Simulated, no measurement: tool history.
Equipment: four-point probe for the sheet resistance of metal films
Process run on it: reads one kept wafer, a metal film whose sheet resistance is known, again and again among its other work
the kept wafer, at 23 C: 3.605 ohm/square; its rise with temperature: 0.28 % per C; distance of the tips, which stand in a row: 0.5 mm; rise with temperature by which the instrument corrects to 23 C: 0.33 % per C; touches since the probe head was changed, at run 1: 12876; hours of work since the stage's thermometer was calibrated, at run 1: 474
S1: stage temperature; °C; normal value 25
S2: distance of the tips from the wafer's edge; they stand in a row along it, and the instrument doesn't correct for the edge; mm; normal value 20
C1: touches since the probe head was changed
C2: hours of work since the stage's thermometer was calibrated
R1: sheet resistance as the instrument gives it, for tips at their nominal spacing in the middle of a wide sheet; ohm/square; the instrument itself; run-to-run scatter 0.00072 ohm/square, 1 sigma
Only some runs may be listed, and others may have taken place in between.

{"run": 1, "day": 0.0, "S1": 25, "S2": 20, "C1": 12876, "C2": 474, "R1": 3.602624}
{"run": 2, "day": 0.517, "S1": 25, "S2": 20, "C1": 13049, "C2": 480, "R1": 3.603602}
{"run": 3, "day": 1.408, "S1": 25, "S2": 20, "C1": 13349, "C2": 491, "R1": 3.603396}
{"run": 4, "day": 2.2, "S1": 25, "S2": 20, "C1": 13614, "C2": 501, "R1": 3.602887}
{"run": 5, "day": 2.804, "S1": 21, "S2": 20, "C1": 13815, "C2": 508, "R1": 3.610031}
{"run": 6, "day": 3.85, "S1": 21, "S2": 20, "C1": 14166, "C2": 521, "R1": 3.610027}
{"run": 7, "day": 4.879, "S1": 25, "S2": 20, "C1": 14511, "C2": 534, "R1": 3.602866}
{"run": 8, "day": 5.738, "S1": 25, "S2": 20, "C1": 14800, "C2": 545, "R1": 3.602903}
{"run": 9, "day": 6.517, "S1": 25, "S2": 20, "C1": 15061, "C2": 554, "R1": 3.603193}
{"run": 10, "day": 7.512, "S1": 20, "S2": 20, "C1": 15395, "C2": 567, "R1": 3.609889}
{"run": 11, "day": 8.0, "S1": 20, "S2": 20, "C1": 15558, "C2": 573, "R1": 3.611556}
{"run": 12, "day": 8.833, "S1": 20, "S2": 20, "C1": 15837, "C2": 583, "R1": 3.610782}
{"run": 13, "day": 9.292, "S1": 20, "S2": 20, "C1": 15990, "C2": 588, "R1": 3.612051}
{"run": 14, "day": 9.983, "S1": 20, "S2": 20, "C1": 16222, "C2": 597, "R1": 3.611498}
{"run": 15, "day": 10.975, "S1": 20, "S2": 20, "C1": 16555, "C2": 609, "R1": 3.611546}
{"run": 16, "day": 11.975, "S1": 20, "S2": 20, "C1": 16890, "C2": 622, "R1": 3.610876}
{"run": 17, "day": 12.542, "S1": 33, "S2": 5, "C1": 17080, "C2": 629, "R1": 3.607557}
{"run": 18, "day": 13.075, "S1": 33, "S2": 5, "C1": 17259, "C2": 635, "R1": 3.608387}
{"run": 19, "day": 13.867, "S1": 23, "S2": 20, "C1": 17523, "C2": 645, "R1": 3.605763}
{"run": 20, "day": 14.833, "S1": 19, "S2": 8, "C1": 17847, "C2": 657, "R1": 3.618454}
{"run": 21, "day": 15.392, "S1": 19, "S2": 8, "C1": 18034, "C2": 664, "R1": 3.618678}
{"run": 22, "day": 15.858, "S1": 19, "S2": 50, "C1": 18192, "C2": 670, "R1": 3.611502}
{"run": 23, "day": 16.421, "S1": 26, "S2": 18, "C1": 18379, "C2": 676, "R1": 3.601678}
{"run": 24, "day": 17.446, "S1": 25, "S2": 5, "C1": 18723, "C2": 689, "R1": 3.620001}
{"run": 25, "day": 18.054, "S1": 25, "S2": 4, "C1": 18927, "C2": 697, "R1": 3.632273}
{"run": 26, "day": 18.575, "S1": 32, "S2": 4, "C1": 19101, "C2": 703, "R1": 3.620705}
{"run": 27, "day": 19.362, "S1": 34, "S2": 5, "C1": 19365, "C2": 713, "R1": 3.605652}
{"run": 28, "day": 20.288, "S1": 34, "S2": 5, "C1": 19675, "C2": 724, "R1": 3.605101}
{"run": 29, "day": 20.733, "S1": 34, "S2": 5, "C1": 19825, "C2": 730, "R1": 3.606762}
{"run": 30, "day": 21.346, "S1": 21, "S2": 20, "C1": 20031, "C2": 737, "R1": 3.609552}
{"run": 31, "day": 22.075, "S1": 21, "S2": 20, "C1": 20275, "C2": 746, "R1": 3.609718}
{"run": 32, "day": 22.829, "S1": 25, "S2": 20, "C1": 20527, "C2": 755, "R1": 3.602799}

Below are 3 alternative next runs, each starting from the tool's condition after run 32. Predict each:
{"run": "A", "day": 23.788, "S1": 25, "S2": 55, "C1": 20849, "C2": 767, "R1": "?"}
{"run": "B", "day": 23.788, "S1": 25, "S2": 4, "C1": 20849, "C2": 767, "R1": "?"}
{"run": "C", "day": 23.788, "S1": 30, "S2": 51, "C1": 20849, "C2": 767, "R1": "?"}

run=A R1=3.600187
run=B R1=3.632393
run=C R1=3.593396
The same runs, with their run-to-run variation unchanged, on a tool lacking any hidden condition would have given:
run=A R1=3.600375
run=B R1=3.632583
run=C R1=3.593585

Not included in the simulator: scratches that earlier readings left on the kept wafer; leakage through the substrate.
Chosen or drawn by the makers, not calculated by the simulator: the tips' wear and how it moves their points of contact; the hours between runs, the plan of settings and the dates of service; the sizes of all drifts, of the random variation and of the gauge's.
